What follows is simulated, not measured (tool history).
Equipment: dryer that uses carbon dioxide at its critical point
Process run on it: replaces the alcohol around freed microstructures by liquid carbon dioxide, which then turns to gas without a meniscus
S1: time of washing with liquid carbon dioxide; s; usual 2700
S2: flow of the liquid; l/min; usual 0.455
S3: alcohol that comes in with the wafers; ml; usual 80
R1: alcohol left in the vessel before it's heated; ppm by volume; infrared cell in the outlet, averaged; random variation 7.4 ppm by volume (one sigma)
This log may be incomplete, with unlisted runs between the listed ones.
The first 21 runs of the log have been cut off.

run 22 hour=161.6 | S1=2700 S2=0.455 S3=80 | R1=471
run 23 hour=166.3 | S1=3240 S2=0.455 S3=80 | R1=243
run 24 hour=173.7 | S1=3240 S2=0.455 S3=80 | R1=239
run 25 hour=179.9 | S1=2700 S2=0.519 S3=41 | R1=174
run 26 hour=187.7 | S1=2700 S2=0.519 S3=41 | R1=175
run 27 hour=197.3 | S1=3720 S2=0.350 S3=23 | R1=164
run 28 hour=208.4 | S1=4080 S2=0.336 S3=82 | R1=368
run 29 hour=217.6 | S1=1800 S2=0.317 S3=31 | R1=1455
run 30 hour=226.9 | S1=1800 S2=0.317 S3=31 | R1=1440
run 31 hour=234.3 | S1=2700 S2=0.518 S3=35 | R1=166

Predict the results of run 32:
run 32 hour=244.4 | S1=2700 S2=0.518 S3=35 | R1=?

{"run 32": {"R1": 154}}
Without the tool's hidden state the same run would have given R1 77 ppm by volume.

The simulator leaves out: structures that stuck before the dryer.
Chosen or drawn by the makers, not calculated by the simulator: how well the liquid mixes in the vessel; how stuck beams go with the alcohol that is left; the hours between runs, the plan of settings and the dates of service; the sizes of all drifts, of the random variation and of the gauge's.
